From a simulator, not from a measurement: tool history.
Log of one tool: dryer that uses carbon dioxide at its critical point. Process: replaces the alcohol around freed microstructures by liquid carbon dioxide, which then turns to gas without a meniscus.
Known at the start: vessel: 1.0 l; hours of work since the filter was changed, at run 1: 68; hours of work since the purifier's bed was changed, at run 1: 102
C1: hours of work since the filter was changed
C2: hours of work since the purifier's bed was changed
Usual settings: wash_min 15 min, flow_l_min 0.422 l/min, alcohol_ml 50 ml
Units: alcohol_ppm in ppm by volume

Run 1, hour 0: usual settings; C1 68; C2 102. Result: alcohol_ppm 341 ppm by volume.
Run 2, hour 13.7: usual settings; C1 74; C2 108. Result: alcohol_ppm 340 ppm by volume.
Run 3, hour 34.2: usual settings but alcohol_ml 100 ml; C1 83; C2 117. Result: alcohol_ppm 668 ppm by volume.
Run 4, hour 47.9: usual settings but flow_l_min 0.375 l/min, alcohol_ml 100 ml; C1 89; C2 123. Result: alcohol_ppm 1222 ppm by volume.
Run 5, hour 59.9: usual settings but flow_l_min 0.375 l/min, alcohol_ml 100 ml; C1 94; C2 128. Result: alcohol_ppm 1246 ppm by volume.
Run 6, hour 83.6: usual settings but alcohol_ml 48 ml; C1 104; C2 138. Result: alcohol_ppm 373 ppm by volume.
Run 7, hour 98.9: usual settings but alcohol_ml 38 ml; C1 111; C2 145. Result: alcohol_ppm 326 ppm by volume.
Run 8, hour 124.7: usual settings but alcohol_ml 38 ml; C1 122; C2 156. Result: alcohol_ppm 346 ppm by volume.
Run 9, hour 144.9: usual settings but alcohol_ml 38 ml; C1 131; C2 165. Result: alcohol_ppm 376 ppm by volume.
Run 10, hour 159.2: usual settings but wash_min 11 min, flow_l_min 0.564 l/min, alcohol_ml 39 ml; C1 137; C2 171. Result: alcohol_ppm 417 ppm by volume.
Run 11, hour 176.2: usual settings but wash_min 11 min, flow_l_min 0.564 l/min, alcohol_ml 39 ml; C1 145; C2 178. Result: alcohol_ppm 431 ppm by volume.
Run 12, hour 201: usual settings but wash_min 22 min, alcohol_ml 49 ml; C1 155; C2 189. Result: alcohol_ppm 97 ppm by volume.
Run 13, hour 219.8: usual settings but wash_min 10 min, alcohol_ml 49 ml; C1 164; C2 197. Result: alcohol_ppm 2363 ppm by volume.
Run 14, hour 234.3: usual settings but wash_min 12 min, alcohol_ml 49 ml; C1 170; C2 203. Result: alcohol_ppm 1334 ppm by volume.
At hour 251.4: inlet filter changed.
Run 15, hour 259.5: usual settings but flow_l_min 0.34 l/min, alcohol_ml 28 ml; C1 3; C2 214. Result: alcohol_ppm 370 ppm by volume.

5 ways to go on from here, each from the tool as it stands after run 15. What would each give?
Run A, hour 281.5: usual settings but flow_l_min 0.37 l/min, alcohol_ml 28 ml; C1 13; C2 223. Result: alcohol_ppm ?.
Run B, hour 281.5: usual settings but flow_l_min 0.667 l/min, alcohol_ml 36 ml; C1 13; C2 223. Result: alcohol_ppm ?.
Run C, hour 281.5: usual settings but flow_l_min 0.479 l/min, alcohol_ml 28 ml; C1 13; C2 223. Result: alcohol_ppm ?.
Run D, hour 281.5: usual settings but alcohol_ml 42 ml; C1 13; C2 223. Result: alcohol_ppm ?.
Run E, hour 281.5: usual settings but alcohol_ml 25 ml; C1 13; C2 223. Result: alcohol_ppm ?.

run  alcohol_ppm
  A          268
  B           48
  C           95
  D          218
  E          151
Without the tool's hidden state the same runs would have given:
run  alcohol_ppm
  A          212
  B            6
  C           49
  D          164
  E          102

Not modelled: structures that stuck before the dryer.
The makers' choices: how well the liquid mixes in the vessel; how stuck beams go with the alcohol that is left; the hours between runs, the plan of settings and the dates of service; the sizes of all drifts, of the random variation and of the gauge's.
